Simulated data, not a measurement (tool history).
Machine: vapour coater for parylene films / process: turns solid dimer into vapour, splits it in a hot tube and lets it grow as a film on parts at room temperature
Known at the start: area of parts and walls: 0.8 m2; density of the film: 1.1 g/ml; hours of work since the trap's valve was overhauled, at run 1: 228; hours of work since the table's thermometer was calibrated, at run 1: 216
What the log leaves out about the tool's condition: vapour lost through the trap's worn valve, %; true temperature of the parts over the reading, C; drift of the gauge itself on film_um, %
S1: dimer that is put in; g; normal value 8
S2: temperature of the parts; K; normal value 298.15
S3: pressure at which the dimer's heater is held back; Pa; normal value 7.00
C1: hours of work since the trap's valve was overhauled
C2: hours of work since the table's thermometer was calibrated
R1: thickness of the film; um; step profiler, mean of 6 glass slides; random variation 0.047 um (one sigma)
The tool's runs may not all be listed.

Run 1, hour 0.0: usual settings; C1 228; C2 216. Result: R1 4.92 um.
Run 2, hour 18.4: usual settings; C1 237; C2 225. Result: R1 4.86 um.
Run 3, hour 34.5: usual settings but S2 304.15 K; C1 246; C2 234. Result: R1 4.42 um.
Run 4, hour 48.5: usual settings but S2 304.15 K; C1 253; C2 241. Result: R1 4.43 um.
Run 5, hour 57.8: usual settings; C1 258; C2 246. Result: R1 4.90 um.
Run 6, hour 69.3: usual settings but S1 6 g; C1 264; C2 252. Result: R1 3.60 um.
Run 7, hour 89.6: usual settings but S1 6 g; C1 275; C2 263. Result: R1 3.62 um.
Run 8, hour 110.5: usual settings but S3 2.16 Pa; C1 286; C2 274. Result: R1 5.13 um.
Run 9, hour 121.1: usual settings but S3 2.16 Pa; C1 291; C2 279. Result: R1 5.12 um.
Run 10, hour 142.9: usual settings; C1 303; C2 291. Result: R1 4.75 um.
Run 11, hour 156.0: usual settings; C1 310; C2 297. Result: R1 4.71 um.
Run 12, hour 176.8: usual settings; C1 320; C2 308. Result: R1 4.70 um.
Run 13, hour 188.2: usual settings; C1 326; C2 314. Result: R1 4.71 um.
At hour 191.2: table's thermometer calibrated.
At hour 202.0: trap's valve overhauled.
Run 14, hour 213.3: usual settings but S2 307.15 K; C1 6; C2 9. Result: R1 4.63 um.
Run 15, hour 233.9: usual settings but S2 307.15 K; C1 17; C2 20. Result: R1 4.55 um.
Run 16, hour 250.3: usual settings but S2 307.15 K; C1 25; C2 29. Result: R1 4.57 um.
Run 17, hour 260.5: usual settings but S2 307.15 K; C1 31; C2 34. Result: R1 4.55 um.
At hour 270.5: table's thermometer calibrated, once more.
Run 18, hour 279.8: usual settings but S2 307.15 K; C1 40; C2 5. Result: R1 4.42 um.
Run 19, hour 292.0: usual settings but S2 307.15 K; C1 47; C2 11. Result: R1 4.50 um.
Run 20, hour 305.2: usual settings; C1 53; C2 18. Result: R1 5.17 um.
Run 21, hour 314.7: usual settings; C1 58; C2 23. Result: R1 5.16 um.
Run 22, hour 327.4: usual settings; C1 65; C2 30. Result: R1 5.12 um.
Run 23, hour 348.1: usual settings; C1 76; C2 41. Result: R1 5.18 um.
Run 24, hour 365.7: usual settings but S3 9.91 Pa; C1 85; C2 50. Result: R1 5.03 um.
Run 25, hour 377.0: usual settings but S3 9.91 Pa; C1 91; C2 56. Result: R1 4.98 um.
Run 26, hour 385.9: usual settings but S1 6 g, S2 293.15 K, S3 8.80 Pa; C1 96; C2 60. Result: R1 4.12 um.
Run 27, hour 403.0: usual settings but S1 6 g, S2 299.15 K, S3 6.68 Pa; C1 105; C2 69. Result: R1 3.74 um.
Run 28, hour 416.0: usual settings but S2 293.15 K, S3 4.24 Pa; C1 111; C2 76. Result: R1 5.55 um.
Run 29, hour 436.6: usual settings but S1 9 g, S2 293.15 K, S3 4.24 Pa; C1 122; C2 87. Result: R1 6.31 um.
Run 30, hour 448.2: usual settings but S2 302.15 K, S3 3.14 Pa; C1 128; C2 93. Result: R1 4.91 um.
Run 31, hour 458.2: usual settings but S1 7 g, S2 302.15 K, S3 3.14 Pa; C1 134; C2 98. Result: R1 4.30 um.
Run 32, hour 471.1: usual settings but S1 7 g, S2 302.15 K, S3 3.14 Pa; C1 140; C2 105. Result: R1 4.32 um.
Run 33, hour 490.1: usual settings but S1 9 g, S2 308.15 K, S3 2.22 Pa; C1 150; C2 115. Result: R1 5.12 um.
Run 34, hour 511.0: usual settings but S3 9.80 Pa; C1 161; C2 126. Result: R1 4.83 um.
Run 35, hour 529.8: usual settings but S1 3 g, S3 5.76 Pa; C1 171; C2 136. Result: R1 1.88 um.
Run 36, hour 542.5: usual settings but S1 4 g, S2 292.15 K, S3 2.52 Pa; C1 178; C2 142. Result: R1 2.90 um.
Run 37, hour 560.0: usual settings but S1 9 g, S2 294.15 K; C1 187; C2 152. Result: R1 5.95 um.
Run 38, hour 570.4: usual settings but S1 10 g, S3 10.27 Pa; C1 192; C2 157. Result: R1 5.99 um.
Run 39, hour 590.5: usual settings but S2 300.15 K, S3 8.95 Pa; C1 203; C2 167. Result: R1 4.64 um.
Run 40, hour 600.5: usual settings but S1 4 g; C1 208; C2 173. Result: R1 2.44 um.
Run 41, hour 614.7: usual settings but S1 4 g; C1 215; C2 180. Result: R1 2.43 um.
Run 42, hour 636.4: usual settings but S1 4 g; C1 227; C2 192. Result: R1 2.44 um.
Run 43, hour 649.1: usual settings but S1 4 g; C1 233; C2 198. Result: R1 2.48 um.
Run 44, hour 669.7: usual settings but S2 293.15 K, S3 3.80 Pa; C1 244; C2 209. Result: R1 5.48 um.
Run 45, hour 683.8: usual settings but S1 12 g, S2 290.15 K, S3 3.69 Pa; C1 252; C2 216. Result: R1 8.61 um.
Run 46, hour 704.7: usual settings but S1 12 g, S2 290.15 K, S3 3.69 Pa; C1 263; C2 227. Result: R1 8.47 um.

Alternative continuations, all from the tool just after run 46; predict every row:
Run A, hour 723.0: usual settings but S1 7 g, S2 302.15 K, S3 5.61 Pa; C1 272; C2 237. Result: R1 ?.
Run B, hour 723.0: usual settings but S3 3.69 Pa; C1 272; C2 237. Result: R1 ?.
Run C, hour 723.0: usual settings but S1 12 g, S2 296.15 K, S3 3.69 Pa; C1 272; C2 237. Result: R1 ?.
Run D, hour 723.0: usual settings but S1 6 g, S2 306.15 K, S3 10.75 Pa; C1 272; C2 237. Result: R1 ?.
Run E, hour 723.0: usual settings but S2 310.15 K, S3 6.82 Pa; C1 272; C2 237. Result: R1 ?.

run    R1
  A  3.98
  B  4.91
  C  7.67
  D  3.05
  E  3.96
Without the tool's unlogged condition, the same runs would have read:
run    R1
  A  4.41
  B  5.45
  C  8.51
  D  3.38
  E  4.40
